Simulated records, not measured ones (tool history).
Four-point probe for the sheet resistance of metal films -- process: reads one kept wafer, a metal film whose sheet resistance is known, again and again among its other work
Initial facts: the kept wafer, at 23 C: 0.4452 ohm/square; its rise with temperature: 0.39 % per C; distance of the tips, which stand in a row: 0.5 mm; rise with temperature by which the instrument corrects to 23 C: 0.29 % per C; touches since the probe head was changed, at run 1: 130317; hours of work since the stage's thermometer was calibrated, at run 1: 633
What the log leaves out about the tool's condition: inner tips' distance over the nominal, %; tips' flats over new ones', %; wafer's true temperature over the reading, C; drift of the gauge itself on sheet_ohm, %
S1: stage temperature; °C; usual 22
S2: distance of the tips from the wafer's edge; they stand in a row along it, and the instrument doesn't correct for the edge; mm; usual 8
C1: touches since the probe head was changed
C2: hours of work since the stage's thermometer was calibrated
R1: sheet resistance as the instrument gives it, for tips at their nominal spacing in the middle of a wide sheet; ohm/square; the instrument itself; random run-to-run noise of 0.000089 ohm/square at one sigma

| run | hour | S1 | S2 | C1 | C2 | R1 |
|---|---|---|---|---|---|---|
| 1 | 0.0 | 22 | 8 | 130317 | 633 | 0.441421 |
| 2 | 12.0 | 22 | 8 | 131002 | 641 | 0.441419 |
| 3 | 23.2 | 22 | 8 | 131646 | 648 | 0.441251 |
| 4 | 43.0 | 25 | 8 | 132780 | 661 | 0.442481 |
| 5 | 67.5 | 22 | 8 | 134185 | 677 | 0.441272 |
| 6 | 95.0 | 22 | 8 | 135762 | 695 | 0.441147 |
| 7 | 110.8 | 22 | 8 | 136668 | 705 | 0.441310 |
| 8 | 124.9 | 22 | 8 | 137474 | 714 | 0.441216 |
| 9 | 151.3 | 30 | 59 | 138987 | 732 | 0.443450 |
|  | 154.3 | stage's thermometer calibrated |
| 10 | 178.4 | 22 | 29 | 140510 | 16 | 0.440208 |
|  | 194.9 | stage's thermometer calibrated, once more |
| 11 | 200.3 | 22 | 22 | 141735 | 3 | 0.440207 |
| 12 | 222.2 | 22 | 22 | 142993 | 18 | 0.440268 |

For run 13, what comes out?
| 13 | 235.9 | 22 | 22 | 143780 | 27 | ? |

R1: 0.440224 ohm/square
Without the tool's hidden state the same run would have given R1 0.444834 ohm/square.
